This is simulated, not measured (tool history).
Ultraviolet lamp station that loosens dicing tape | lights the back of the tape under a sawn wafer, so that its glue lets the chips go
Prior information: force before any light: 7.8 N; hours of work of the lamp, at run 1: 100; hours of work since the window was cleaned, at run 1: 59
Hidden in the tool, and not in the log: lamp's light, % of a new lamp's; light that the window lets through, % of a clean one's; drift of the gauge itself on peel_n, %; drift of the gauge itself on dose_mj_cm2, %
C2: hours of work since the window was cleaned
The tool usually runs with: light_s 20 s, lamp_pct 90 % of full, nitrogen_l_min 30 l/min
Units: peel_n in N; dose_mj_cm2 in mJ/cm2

{"run": 1, "hour": 0.0, "light_s": 20, "lamp_pct": 90, "nitrogen_l_min": 30, "hours of work of the lamp": 100, "C2": 59, "peel_n": 0.851, "dose_mj_cm2": 493}
{"run": 2, "hour": 4.5, "light_s": 20, "lamp_pct": 90, "nitrogen_l_min": 30, "hours of work of the lamp": 102, "C2": 61, "peel_n": 0.828, "dose_mj_cm2": 496}
{"run": 3, "hour": 11.0, "light_s": 20, "lamp_pct": 90, "nitrogen_l_min": 30, "hours of work of the lamp": 105, "C2": 64, "peel_n": 0.857, "dose_mj_cm2": 501}
{"run": 4, "hour": 17.6, "light_s": 20, "lamp_pct": 90, "nitrogen_l_min": 30, "hours of work of the lamp": 108, "C2": 67, "peel_n": 0.83, "dose_mj_cm2": 500}
{"run": 5, "hour": 24.5, "light_s": 20, "lamp_pct": 90, "nitrogen_l_min": 30, "hours of work of the lamp": 111, "C2": 70, "peel_n": 0.836, "dose_mj_cm2": 495}
{"run": 6, "hour": 29.3, "light_s": 20, "lamp_pct": 90, "nitrogen_l_min": 27, "hours of work of the lamp": 113, "C2": 73, "peel_n": 0.884, "dose_mj_cm2": 493}
{"run": 7, "hour": 38.0, "light_s": 20, "lamp_pct": 90, "nitrogen_l_min": 27, "hours of work of the lamp": 117, "C2": 77, "peel_n": 0.917, "dose_mj_cm2": 496}
{"run": 8, "hour": 42.6, "light_s": 20, "lamp_pct": 90, "nitrogen_l_min": 27, "hours of work of the lamp": 120, "C2": 79, "peel_n": 0.904, "dose_mj_cm2": 492}
{"run": 9, "hour": 49.7, "light_s": 20, "lamp_pct": 90, "nitrogen_l_min": 27, "hours of work of the lamp": 123, "C2": 82, "peel_n": 0.898, "dose_mj_cm2": 492}
{"run": 10, "hour": 58.3, "light_s": 20, "lamp_pct": 90, "nitrogen_l_min": 27, "hours of work of the lamp": 127, "C2": 86, "peel_n": 0.894, "dose_mj_cm2": 497}
{"run": 11, "hour": 63.7, "light_s": 20, "lamp_pct": 90, "nitrogen_l_min": 27, "hours of work of the lamp": 129, "C2": 89, "peel_n": 0.936, "dose_mj_cm2": 489}
{"run": 12, "hour": 72.4, "light_s": 20, "lamp_pct": 65, "nitrogen_l_min": 30, "hours of work of the lamp": 134, "C2": 93, "peel_n": 1.393, "dose_mj_cm2": 355}
{"run": 13, "hour": 77.3, "light_s": 20, "lamp_pct": 65, "nitrogen_l_min": 30, "hours of work of the lamp": 136, "C2": 95, "peel_n": 1.443, "dose_mj_cm2": 355}
{"run": 14, "hour": 85.6, "light_s": 20, "lamp_pct": 90, "nitrogen_l_min": 12, "hours of work of the lamp": 140, "C2": 99, "peel_n": 1.416, "dose_mj_cm2": 487}
{"run": 15, "hour": 94.8, "light_s": 20, "lamp_pct": 90, "nitrogen_l_min": 12, "hours of work of the lamp": 144, "C2": 103, "peel_n": 1.422, "dose_mj_cm2": 489}
{"run": 16, "hour": 103.8, "light_s": 20, "lamp_pct": 90, "nitrogen_l_min": 12, "hours of work of the lamp": 148, "C2": 107, "peel_n": 1.364, "dose_mj_cm2": 488}
{"run": 17, "hour": 108.0, "light_s": 20, "lamp_pct": 90, "nitrogen_l_min": 12, "hours of work of the lamp": 150, "C2": 109, "peel_n": 1.429, "dose_mj_cm2": 490}
{"run": 18, "hour": 115.7, "light_s": 20, "lamp_pct": 90, "nitrogen_l_min": 12, "hours of work of the lamp": 154, "C2": 113, "peel_n": 1.361, "dose_mj_cm2": 488}
{"run": 19, "hour": 124.5, "light_s": 20, "lamp_pct": 76, "nitrogen_l_min": 30, "hours of work of the lamp": 158, "C2": 117, "peel_n": 1.154, "dose_mj_cm2": 413}
{"run": 20, "hour": 132.0, "light_s": 20, "lamp_pct": 76, "nitrogen_l_min": 30, "hours of work of the lamp": 161, "C2": 121, "peel_n": 1.179, "dose_mj_cm2": 408}
{"run": 21, "hour": 137.2, "light_s": 20, "lamp_pct": 76, "nitrogen_l_min": 42, "hours of work of the lamp": 164, "C2": 123, "peel_n": 1.01, "dose_mj_cm2": 405}
{"run": 22, "hour": 146.8, "light_s": 20, "lamp_pct": 76, "nitrogen_l_min": 42, "hours of work of the lamp": 168, "C2": 128, "peel_n": 1.056, "dose_mj_cm2": 405}
{"run": 23, "hour": 156.8, "light_s": 20, "lamp_pct": 69, "nitrogen_l_min": 19, "hours of work of the lamp": 173, "C2": 132, "peel_n": 1.677, "dose_mj_cm2": 374}
{"hour": 158.0, "done": "window cleaned of glue's vapour"}
{"run": 24, "hour": 165.3, "light_s": 32, "lamp_pct": 93, "nitrogen_l_min": 26, "hours of work of the lamp": 177, "C2": 3, "peel_n": 0.381, "dose_mj_cm2": 778}
{"run": 25, "hour": 169.7, "light_s": 32, "lamp_pct": 82, "nitrogen_l_min": 28, "hours of work of the lamp": 179, "C2": 5, "peel_n": 0.502, "dose_mj_cm2": 689}
{"run": 26, "hour": 177.7, "light_s": 19, "lamp_pct": 82, "nitrogen_l_min": 10, "hours of work of the lamp": 182, "C2": 9, "peel_n": 1.988, "dose_mj_cm2": 405}
{"run": 27, "hour": 184.7, "light_s": 22, "lamp_pct": 82, "nitrogen_l_min": 10, "hours of work of the lamp": 186, "C2": 13, "peel_n": 1.624, "dose_mj_cm2": 468}
{"run": 28, "hour": 193.7, "light_s": 22, "lamp_pct": 82, "nitrogen_l_min": 10, "hours of work of the lamp": 190, "C2": 17, "peel_n": 1.664, "dose_mj_cm2": 463}
{"run": 29, "hour": 199.9, "light_s": 20, "lamp_pct": 79, "nitrogen_l_min": 41, "hours of work of the lamp": 193, "C2": 20, "peel_n": 1.025, "dose_mj_cm2": 412}
{"hour": 207.6, "done": "window cleaned of glue's vapour, once more"}
{"run": 30, "hour": 207.7, "light_s": 11, "lamp_pct": 79, "nitrogen_l_min": 41, "hours of work of the lamp": 196, "C2": 0, "peel_n": 2.273, "dose_mj_cm2": 238}
{"run": 31, "hour": 214.6, "light_s": 11, "lamp_pct": 79, "nitrogen_l_min": 41, "hours of work of the lamp": 200, "C2": 3, "peel_n": 2.258, "dose_mj_cm2": 235}
{"run": 32, "hour": 223.6, "light_s": 11, "lamp_pct": 79, "nitrogen_l_min": 41, "hours of work of the lamp": 204, "C2": 7, "peel_n": 2.352, "dose_mj_cm2": 236}
{"run": 33, "hour": 229.9, "light_s": 11, "lamp_pct": 79, "nitrogen_l_min": 41, "hours of work of the lamp": 207, "C2": 10, "peel_n": 2.404, "dose_mj_cm2": 237}
{"run": 34, "hour": 239.5, "light_s": 15, "lamp_pct": 81, "nitrogen_l_min": 30, "hours of work of the lamp": 211, "C2": 15, "peel_n": 1.746, "dose_mj_cm2": 327}
{"run": 35, "hour": 249.2, "light_s": 20, "lamp_pct": 90, "nitrogen_l_min": 41, "hours of work of the lamp": 216, "C2": 19, "peel_n": 0.752, "dose_mj_cm2": 487}

Describe how what the log doesn't record of the tool's condition differs between the last listed run preceding each entry between runs and the first listed run following it.
Between runs 23 and 24: window cleaned of glue's vapour (hour 158)
  lamp's light, % of a new lamp's: 95.1 -> 95; light that the window lets through, % of a clean one's: 96.7 -> 94.5
  measured result minus the result with no hidden state, peel_n: +0.194 -> +0.061 N; dose_mj_cm2: -32 -> -89 mJ/cm2
Between runs 29 and 30: window cleaned of glue's vapour, once more (hour 207.6)
  lamp's light, % of a new lamp's: 94.7 -> 94.6; light that the window lets through, % of a clean one's: 94.2 -> 98.8
  measured result minus the result with no hidden state, peel_n: +0.192 -> +0.176 N; dose_mj_cm2: -51 -> -17 mJ/cm2
